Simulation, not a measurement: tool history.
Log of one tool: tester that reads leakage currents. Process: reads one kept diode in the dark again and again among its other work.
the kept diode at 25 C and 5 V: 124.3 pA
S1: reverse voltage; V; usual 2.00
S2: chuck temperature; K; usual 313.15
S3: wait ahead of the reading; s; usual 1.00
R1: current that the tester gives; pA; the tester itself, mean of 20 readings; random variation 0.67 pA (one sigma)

run	hour	S1	S2	S3	R1
1	0.0	2.00	313.15	1.00	207.88
2	17.1	2.00	313.15	1.00	208.52
3	35.7	2.00	313.15	1.00	208.11
4	65.1	2.00	304.15	1.00	109.67
5	91.8	2.00	295.15	1.00	56.85
6	113.7	2.00	295.15	1.00	56.90
7	139.6	2.00	307.15	1.00	134.36
8	159.9	2.00	307.15	1.00	133.93
9	177.0	2.00	307.15	1.00	133.76
10	203.8	2.00	307.15	1.00	134.03
11	232.5	3.95	313.15	1.00	299.13
# hour 243.9: chuck's temperature calibrated
12	254.7	3.95	313.15	1.00	334.06
13	283.1	2.00	316.15	1.00	277.77
14	303.8	2.00	313.15	1.00	225.74
15	320.0	2.00	313.15	1.00	224.50
16	335.4	2.00	313.15	1.00	223.58
17	352.1	3.34	313.15	1.00	299.57
18	376.4	2.00	313.15	1.00	223.69
19	394.3	2.00	313.15	1.00	223.50
20	410.6	4.81	313.15	1.00	366.30
21	430.1	4.81	313.15	1.00	364.99
22	452.8	4.81	313.15	1.00	365.56
23	471.8	1.47	312.15	7.66	173.73

Run 24 comes next. What will it give?
24	498.1	4.80	313.15	1.00	?

R1: 362.79 pA
Without the tool's hidden state the same run would have given R1 364.72 pA.

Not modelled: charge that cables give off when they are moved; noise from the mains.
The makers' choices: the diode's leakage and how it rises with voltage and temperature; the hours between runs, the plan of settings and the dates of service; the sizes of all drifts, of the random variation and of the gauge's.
